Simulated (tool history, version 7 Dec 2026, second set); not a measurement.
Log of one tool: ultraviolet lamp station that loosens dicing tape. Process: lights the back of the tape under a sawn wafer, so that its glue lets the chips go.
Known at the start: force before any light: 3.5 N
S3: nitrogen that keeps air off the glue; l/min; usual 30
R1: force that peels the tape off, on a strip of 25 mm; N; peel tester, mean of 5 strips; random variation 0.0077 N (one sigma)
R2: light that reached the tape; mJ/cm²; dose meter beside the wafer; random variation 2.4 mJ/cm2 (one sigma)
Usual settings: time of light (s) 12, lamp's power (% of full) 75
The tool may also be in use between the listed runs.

Run 1, hour 0: usual settings. Result: R1 0.423 N, R2 187 mJ/cm².
Run 2, hour 15.8: usual settings. Result: R1 0.423 N, R2 189 mJ/cm².
Run 3, hour 40.5: usual settings. Result: R1 0.426 N, R2 188 mJ/cm².
Run 4, hour 70.1: usual settings but time of light (s) 9. Result: R1 0.64 N, R2 137 mJ/cm².
Run 5, hour 88.8: usual settings but time of light (s) 9. Result: R1 0.668 N, R2 133 mJ/cm².
Run 6, hour 106.9: usual settings but time of light (s) 9. Result: R1 0.666 N, R2 138 mJ/cm².
Run 7, hour 128.2: usual settings but time of light (s) 8. Result: R1 0.82 N, R2 118 mJ/cm².
Run 8, hour 145.3: usual settings but time of light (s) 8. Result: R1 0.79 N, R2 118 mJ/cm².
Run 9, hour 173: usual settings but time of light (s) 17. Result: R1 0.301 N, R2 247 mJ/cm².
Run 10, hour 193.6: usual settings but time of light (s) 17. Result: R1 0.301 N, R2 245 mJ/cm².
Run 11, hour 211.5: usual settings but S3 46 l/min. Result: R1 0.395 N, R2 169 mJ/cm².
Run 12, hour 235.1: usual settings but lamp's power (% of full) 91, S3 39 l/min. Result: R1 0.336 N, R2 205 mJ/cm².

Forecast run 13:
Run 13, hour 258.8: usual settings but time of light (s) 7, S3 31 l/min. Result: R1 ?, R2 ?.

R1: 0.96 N
R2: 99 mJ/cm²
Without the tool's hidden state the same run would have given R1 0.558 N, R2 152 mJ/cm².

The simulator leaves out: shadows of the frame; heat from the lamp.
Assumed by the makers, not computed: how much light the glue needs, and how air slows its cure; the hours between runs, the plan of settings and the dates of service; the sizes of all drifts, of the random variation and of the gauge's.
